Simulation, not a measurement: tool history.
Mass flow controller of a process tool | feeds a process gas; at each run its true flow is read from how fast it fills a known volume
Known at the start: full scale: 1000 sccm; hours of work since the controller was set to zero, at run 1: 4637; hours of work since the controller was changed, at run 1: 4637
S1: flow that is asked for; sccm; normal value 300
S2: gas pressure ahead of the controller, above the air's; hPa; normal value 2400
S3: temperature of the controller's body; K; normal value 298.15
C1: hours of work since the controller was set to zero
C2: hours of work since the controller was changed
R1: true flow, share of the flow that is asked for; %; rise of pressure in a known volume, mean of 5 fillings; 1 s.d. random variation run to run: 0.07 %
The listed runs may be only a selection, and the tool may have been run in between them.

| run | day | S1 | S2 | S3 | C1 | C2 | R1 |
|---|---|---|---|---|---|---|---|
| 1 | 0 | 300 | 2400 | 298.15 | 4637 | 4637 | 99.87 |
| 2 | 6.7 | 300 | 2400 | 298.15 | 4758 | 4758 | 99.76 |
| 3 | 13.288 | 300 | 2400 | 298.15 | 4877 | 4877 | 99.87 |
| 4 | 24.354 | 300 | 2400 | 298.15 | 5077 | 5077 | 99.82 |
| 5 | 33.971 | 300 | 2400 | 298.15 | 5251 | 5251 | 99.76 |
| 6 | 39.283 | 300 | 2400 | 298.15 | 5348 | 5348 | 100.01 |
| 7 | 45.208 | 300 | 2520 | 298.15 | 5455 | 5455 | 99.91 |
| 8 | 55.717 | 300 | 2520 | 298.15 | 5645 | 5645 | 100.07 |
| 9 | 63.846 | 177 | 2400 | 298.15 | 5792 | 5792 | 100.71 |
| 10 | 70.321 | 177 | 2400 | 298.15 | 5909 | 5909 | 100.72 |
| 11 | 76.538 | 177 | 2400 | 298.15 | 6022 | 6022 | 100.77 |
| 12 | 85.567 | 177 | 2400 | 298.15 | 6185 | 6185 | 100.84 |
| 13 | 91.342 | 177 | 2400 | 298.15 | 6290 | 6290 | 100.97 |
| 14 | 98.346 | 177 | 2400 | 298.15 | 6416 | 6416 | 100.87 |
| 15 | 107.392 | 177 | 2400 | 298.15 | 6580 | 6580 | 101.04 |
| 16 | 114.1 | 177 | 2400 | 298.15 | 6701 | 6701 | 101.04 |
| 17 | 122.279 | 300 | 2400 | 298.15 | 6849 | 6849 | 99.97 |
| 18 | 131.867 | 300 | 2400 | 298.15 | 7023 | 7023 | 99.89 |
| 19 | 138.133 | 300 | 2400 | 298.15 | 7136 | 7136 | 100.11 |
| 20 | 145.35 | 300 | 2400 | 298.15 | 7267 | 7267 | 100.04 |
| 21 | 153.35 | 300 | 2400 | 298.15 | 7412 | 7412 | 100.05 |
|  | 158.229 | controller's zero set anew |
| 22 | 162.883 | 300 | 2400 | 298.15 | 84 | 7584 | 98.24 |
| 23 | 173.088 | 300 | 2400 | 298.15 | 269 | 7768 | 98.21 |
| 24 | 180.508 | 300 | 2400 | 303.15 | 403 | 7903 | 98.62 |
| 25 | 189.808 | 300 | 2400 | 303.15 | 571 | 8071 | 98.61 |
| 26 | 197.083 | 300 | 2400 | 313.15 | 703 | 8203 | 99.29 |
| 27 | 207.304 | 721 | 1870 | 298.15 | 888 | 8388 | 98.45 |
| 28 | 215.304 | 721 | 1870 | 308.15 | 1033 | 8532 | 99.07 |
| 29 | 224.367 | 188 | 1690 | 296.15 | 1197 | 8696 | 97.78 |
| 30 | 229.429 | 300 | 1400 | 298.15 | 1288 | 8788 | 97.67 |
| 31 | 234.675 | 300 | 1400 | 301.15 | 1383 | 8883 | 97.93 |
| 32 | 245.796 | 300 | 1810 | 304.15 | 1584 | 9084 | 98.46 |
| 33 | 252.1 | 300 | 1810 | 304.15 | 1699 | 9198 | 98.5 |
| 34 | 257.512 | 223 | 1650 | 298.15 | 1797 | 9296 | 97.94 |
| 35 | 266.304 | 117 | 1890 | 298.15 | 1956 | 9455 | 98.82 |
| 36 | 270.958 | 503 | 2150 | 308.15 | 2040 | 9539 | 99.15 |
| 37 | 278.867 | 503 | 2150 | 308.15 | 2183 | 9682 | 99.18 |
| 38 | 287.312 | 130 | 2150 | 305.15 | 2336 | 9835 | 99.52 |
| 39 | 294.496 | 124 | 2140 | 296.15 | 2466 | 9965 | 98.99 |
| 40 | 305.438 | 300 | 1590 | 298.15 | 2664 | 10163 | 97.99 |
| 41 | 316.754 | 300 | 1590 | 298.15 | 2868 | 10368 | 98.1 |
| 42 | 326.229 | 300 | 1590 | 298.15 | 3040 | 10539 | 97.93 |
| 43 | 334.879 | 300 | 1590 | 298.15 | 3196 | 10696 | 97.99 |
| 44 | 340.962 | 797 | 1450 | 298.15 | 3306 | 10806 | 98.23 |
| 45 | 348.075 | 797 | 1450 | 298.15 | 3435 | 10935 | 98.25 |

Below, some changes in R1 between adjacent runs. For each, the amount present without the hidden state too (settings, incoming material, random variation) and the amount remaining for the hidden state with gauge scatter not shared by both compared results:
Hidden conditions of the tool in this case: flow at rest that the sensor doesn't see, % of full scale; true flow over the shown one, %; drift of the gauge itself on true_pct, %.
Run 16 -> 17: S1 177 -> 300. R1 -1.07 %: hidden state -1.23, all else +0.16.
Run 21 -> 22: controller's zero set anew. R1 -1.81 %: hidden state -1.8, all else -0.01.
Run 28 -> 29: S1 721 -> 188, S2 1870 -> 1690, S3 308.15 -> 296.15. R1 -1.29 %: hidden state +0.53, all else -1.82.
Run 35 -> 36: S1 117 -> 503, S2 1890 -> 2150, S3 298.15 -> 308.15. R1 +0.33 %: hidden state -1.29, all else +1.62.
Run 37 -> 38: S1 503 -> 130, S3 308.15 -> 305.15. R1 +0.34 %: hidden state +1.28, all else -0.94.

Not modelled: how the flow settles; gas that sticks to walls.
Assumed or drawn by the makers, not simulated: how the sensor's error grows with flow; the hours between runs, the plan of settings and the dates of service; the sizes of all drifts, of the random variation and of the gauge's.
